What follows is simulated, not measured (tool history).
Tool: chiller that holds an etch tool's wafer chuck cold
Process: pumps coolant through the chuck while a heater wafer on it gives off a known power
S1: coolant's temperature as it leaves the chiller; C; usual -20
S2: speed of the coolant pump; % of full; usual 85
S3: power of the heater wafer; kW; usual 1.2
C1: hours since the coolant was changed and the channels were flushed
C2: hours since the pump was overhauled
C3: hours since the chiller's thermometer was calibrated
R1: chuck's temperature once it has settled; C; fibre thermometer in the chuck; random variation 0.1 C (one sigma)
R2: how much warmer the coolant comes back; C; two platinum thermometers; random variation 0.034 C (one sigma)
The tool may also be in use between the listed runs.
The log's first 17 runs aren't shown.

run 18 hour=616.5 | S1=-20 S2=79 S3=1.2 | C1=2732 C2=3742 C3=980 | R1=-8.9 R2=5.4
run 19 hour=667.8 | S1=-20 S2=79 S3=1.2 | C1=2784 C2=3794 C3=1031 | R1=-8.8 R2=5.41
run 20 hour=702.1 | S1=-20 S2=79 S3=1.2 | C1=2818 C2=3828 C3=1065 | R1=-8.7 R2=5.39
run 21 hour=740.2 | S1=-20 S2=79 S3=1.2 | C1=2856 C2=3866 C3=1103 | R1=-8.8 R2=5.39
run 22 hour=773.1 | S1=-20 S2=89 S3=1.2 | C1=2889 C2=3899 C3=1136 | R1=-9.8 R2=4.66
run 23 hour=804.2 | S1=-20 S2=89 S3=1.2 | C1=2920 C2=3930 C3=1167 | R1=-9.7 R2=4.63
run 24 hour=833.8 | S1=-19 S2=90 S3=0.919 | C1=2950 C2=3960 C3=1197 | R1=-11.2 R2=3.5
run 25 hour=866.7 | S1=-20 S2=95 S3=1.499 | C1=2983 C2=3993 C3=1230 | R1=-7.8 R2=5.39
run 26 hour=896.6 | S1=-20 S2=95 S3=1.499 | C1=3012 C2=4023 C3=1260 | R1=-7.9 R2=5.45
run 27 hour=934.2 | S1=-20 S2=95 S3=1.499 | C1=3050 C2=4060 C3=1297 | R1=-7.8 R2=5.39
run 28 hour=978.4 | S1=-20 S2=95 S3=1.499 | C1=3094 C2=4104 C3=1342 | R1=-7.6 R2=5.42
run 29 hour=1017.1 | S1=-28 S2=62 S3=1.302 | C1=3133 C2=4143 C3=1380 | R1=-13.6 R2=7.6
run 30 hour=1060.7 | S1=-14 S2=82 S3=1.2 | C1=3177 C2=4187 C3=1424 | R1=-3.1 R2=5.03

Run 31 comes next. What will it give?
run 31 hour=1107.2 | S1=-14 S2=82 S3=1.2 | C1=3223 C2=4233 C3=1471 | R1=? R2=?

{"run 31": {"R1": -3.2, "R2": 4.98}}
Without the tool's hidden state the same run would have given R1 -3.2 C, R2 5.38 C.
